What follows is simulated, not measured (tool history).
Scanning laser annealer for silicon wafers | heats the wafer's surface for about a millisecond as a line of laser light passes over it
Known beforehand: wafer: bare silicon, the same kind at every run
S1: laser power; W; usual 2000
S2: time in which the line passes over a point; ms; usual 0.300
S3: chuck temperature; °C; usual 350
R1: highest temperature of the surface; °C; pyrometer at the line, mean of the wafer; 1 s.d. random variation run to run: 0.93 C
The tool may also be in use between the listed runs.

run 1 hour=0.0 | S1=2000 S2=0.300 S3=350 | R1=1092.3
run 2 hour=28.1 | S1=2000 S2=0.300 S3=350 | R1=1091.7
run 3 hour=44.6 | S1=2000 S2=0.300 S3=366 | R1=1107.4
run 4 hour=60.6 | S1=2000 S2=0.300 S3=366 | R1=1107.4
run 5 hour=80.6 | S1=2000 S2=0.300 S3=366 | R1=1105.1
run 6 hour=101.1 | S1=2000 S2=0.300 S3=366 | R1=1105.8
run 7 hour=134.0 | S1=2000 S2=0.300 S3=366 | R1=1103.4
run 8 hour=156.3 | S1=2000 S2=0.368 S3=366 | R1=1189.5
run 9 hour=186.6 | S1=2000 S2=0.368 S3=366 | R1=1188.1
run 10 hour=212.9 | S1=2000 S2=0.300 S3=350 | R1=1087.5
run 11 hour=244.9 | S1=2000 S2=0.300 S3=350 | R1=1086.4
run 12 hour=269.4 | S1=2000 S2=0.300 S3=350 | R1=1087.5
run 13 hour=287.3 | S1=2000 S2=0.300 S3=350 | R1=1085.2
run 14 hour=310.6 | S1=2000 S2=0.257 S3=356 | R1=1034.4
run 15 hour=329.4 | S1=1952 S2=0.302 S3=314 | R1=1033.0
-- hour=339.7 window over the wafer cleaned
run 16 hour=349.6 | S1=1952 S2=0.302 S3=314 | R1=1049.1
run 17 hour=366.1 | S1=1969 S2=0.254 S3=344 | R1=1019.8
run 18 hour=387.1 | S1=1969 S2=0.254 S3=344 | R1=1019.2
run 19 hour=407.9 | S1=2022 S2=0.300 S3=377 | R1=1135.1
run 20 hour=435.8 | S1=2022 S2=0.300 S3=377 | R1=1135.3
run 21 hour=460.0 | S1=2000 S2=0.380 S3=350 | R1=1198.4
run 22 hour=485.8 | S1=1900 S2=0.267 S3=330 | R1=995.7
run 23 hour=503.7 | S1=1900 S2=0.282 S3=383 | R1=1070.0
run 24 hour=530.8 | S1=1889 S2=0.215 S3=383 | R1=973.5
run 25 hour=546.8 | S1=1889 S2=0.215 S3=383 | R1=971.9

Alternative continuations, all from the tool just after run 25; predict every row:
-- hour=574.6 optics aligned, line set to its width
run A hour=583.2 | S1=1942 S2=0.329 S3=371 | R1=?
-- hour=574.6 optics aligned, line set to its width
run B hour=583.2 | S1=1889 S2=0.215 S3=372 | R1=?
-- hour=574.6 optics aligned, line set to its width
run C hour=583.2 | S1=1889 S2=0.234 S3=383 | R1=?
-- hour=574.6 optics aligned, line set to its width
run D hour=583.2 | S1=1820 S2=0.317 S3=382 | R1=?
-- hour=574.6 optics aligned, line set to its width
run E hour=583.2 | S1=2092 S2=0.329 S3=390 | R1=?

run=A R1=1137.2
run=B R1=970.3
run=C R1=1005.0
run=D R1=1083.9
run=E R1=1221.2
Take away the tool's hidden state, keep each run's random variation, and the runs would have read:
run=A R1=1137.1
run=B R1=970.3
run=C R1=1004.9
run=D R1=1083.8
run=E R1=1221.1
